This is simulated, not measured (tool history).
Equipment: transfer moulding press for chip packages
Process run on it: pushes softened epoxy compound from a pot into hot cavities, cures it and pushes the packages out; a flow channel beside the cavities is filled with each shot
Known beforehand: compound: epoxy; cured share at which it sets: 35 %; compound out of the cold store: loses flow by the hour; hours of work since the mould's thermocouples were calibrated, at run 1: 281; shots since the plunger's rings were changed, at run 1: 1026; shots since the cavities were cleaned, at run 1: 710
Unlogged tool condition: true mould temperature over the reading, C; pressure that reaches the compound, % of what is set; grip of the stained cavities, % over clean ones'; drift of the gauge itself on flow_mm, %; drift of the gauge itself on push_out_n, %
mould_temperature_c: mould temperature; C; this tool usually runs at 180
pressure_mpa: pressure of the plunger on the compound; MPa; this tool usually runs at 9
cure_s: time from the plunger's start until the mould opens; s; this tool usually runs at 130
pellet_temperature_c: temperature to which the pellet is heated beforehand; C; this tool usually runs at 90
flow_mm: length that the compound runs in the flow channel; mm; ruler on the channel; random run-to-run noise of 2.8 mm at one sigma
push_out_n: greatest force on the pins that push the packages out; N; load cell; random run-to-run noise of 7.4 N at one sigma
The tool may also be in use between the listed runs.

| run | hour | mould_temperature_c | pressure_mpa | cure_s | pellet_temperature_c | hours of work since the mould's thermocouples were calibrated | shots since the plunger's rings were changed | shots since the cavities were cleaned | incoming compound's hours out of the cold store | flow_mm | push_out_n |
|---|---|---|---|---|---|---|---|---|---|---|---|
| 1 | 0 | 180 | 9 | 130 | 90 | 281 | 1026 | 710 | 45.4 | 639 | 673 |
| 2 | 11.9 | 174 | 9 | 130 | 90 | 289 | 1162 | 846 | 24.6 | 743 | 1044 |
| 3 | 21.4 | 174 | 9 | 130 | 90 | 296 | 1271 | 955 | 38.3 | 686 | 1006 |
|  | 26.6 | cavities cleaned with cleaning compound and waxed |
| 4 | 29.9 | 174 | 9 | 130 | 90 | 301 | 1350 | 38 | 11.8 | 795 | 573 |
| 5 | 38.6 | 174 | 9 | 130 | 90 | 308 | 1450 | 138 | 31.4 | 715 | 630 |
| 6 | 50.9 | 174 | 9 | 130 | 90 | 317 | 1590 | 278 | 28.3 | 723 | 782 |
| 7 | 61.6 | 174 | 9 | 130 | 90 | 325 | 1712 | 400 | 13.4 | 784 | 930 |
| 8 | 68.1 | 180 | 9 | 130 | 90 | 330 | 1787 | 475 | 17.8 | 739 | 652 |
|  | 70.9 | mould's thermocouples calibrated |
| 9 | 77.9 | 180 | 9 | 130 | 91 | 5 | 1876 | 564 | 19.3 | 731 | 698 |
| 10 | 91.6 | 180 | 9 | 130 | 91 | 15 | 2032 | 720 | 39.8 | 655 | 693 |
|  | 96.2 | mould's thermocouples calibrated, once more |
| 11 | 106.1 | 180 | 9 | 130 | 91 | 7 | 2175 | 863 | 19.1 | 727 | 719 |
| 12 | 115.4 | 179 | 9 | 130 | 90 | 14 | 2282 | 970 | 27.1 | 701 | 734 |
|  | 120 | cavities cleaned with cleaning compound and waxed |
| 13 | 130.8 | 179 | 9 | 130 | 90 | 24 | 2440 | 123 | 24.9 | 705 | 449 |
| 14 | 142.3 | 179 | 8.94 | 130 | 90 | 33 | 2572 | 255 | 32 | 678 | 542 |
| 15 | 153.2 | 179 | 8.1 | 158 | 95 | 41 | 2696 | 379 | 20.7 | 683 | 518 |
| 16 | 165.8 | 179 | 8.1 | 158 | 95 | 50 | 2841 | 524 | 47.2 | 589 | 548 |
| 17 | 178.6 | 179 | 8.1 | 158 | 95 | 60 | 2987 | 670 | 19.5 | 689 | 598 |
| 18 | 192.3 | 181 | 8.1 | 122 | 95 | 70 | 3143 | 826 | 43.2 | 593 | 723 |
| 19 | 204.7 | 181 | 8.1 | 122 | 95 | 79 | 3284 | 967 | 47.8 | 577 | 726 |
|  | 208.8 | cavities cleaned with cleaning compound and waxed |
| 20 | 212.1 | 184 | 8.7 | 143 | 89 | 83 | 3353 | 39 | 22.2 | 684 | 318 |
|  | 222.9 | plunger's sealing rings changed |
| 21 | 222.9 | 184 | 8.7 | 143 | 89 | 89 | 0 | 133 | 36.2 | 655 | 354 |
| 22 | 234.1 | 180 | 9 | 130 | 95 | 98 | 128 | 261 | 37.6 | 675 | 522 |
| 23 | 247.2 | 186 | 8.17 | 152 | 87 | 107 | 278 | 411 | 35.8 | 623 | 504 |
| 24 | 259.1 | 186 | 8.17 | 152 | 87 | 116 | 414 | 547 | 11.3 | 721 | 545 |
| 25 | 265.2 | 175 | 9 | 130 | 92 | 120 | 483 | 616 | 41.8 | 665 | 828 |
| 26 | 275.3 | 175 | 9 | 130 | 92 | 128 | 599 | 732 | 23 | 745 | 940 |
| 27 | 284.6 | 181 | 8.9 | 169 | 99 | 135 | 705 | 838 | 40.2 | 651 | 601 |

Forecast each of these 3 alternatives for the next run:
| A | 293.5 | 183 | 8.23 | 144 | 90 | 141 | 806 | 939 | 32.4 | ? | ? |
| B | 293.5 | 173 | 8.9 | 169 | 99 | 141 | 806 | 939 | 32.1 | ? | ? |
| C | 293.5 | 180 | 9 | 130 | 89 | 141 | 806 | 939 | 41.9 | ? | ? |

| run | flow_mm | push_out_n |
|---|---|---|
| A | 644 | 605 |
| B | 707 | 736 |
| C | 645 | 726 |
With the hidden condition removed and each run's random variation left untouched, the same runs would have given:
| run | flow_mm | push_out_n |
|---|---|---|
| A | 653 | 271 |
| B | 717 | 326 |
| C | 654 | 328 |
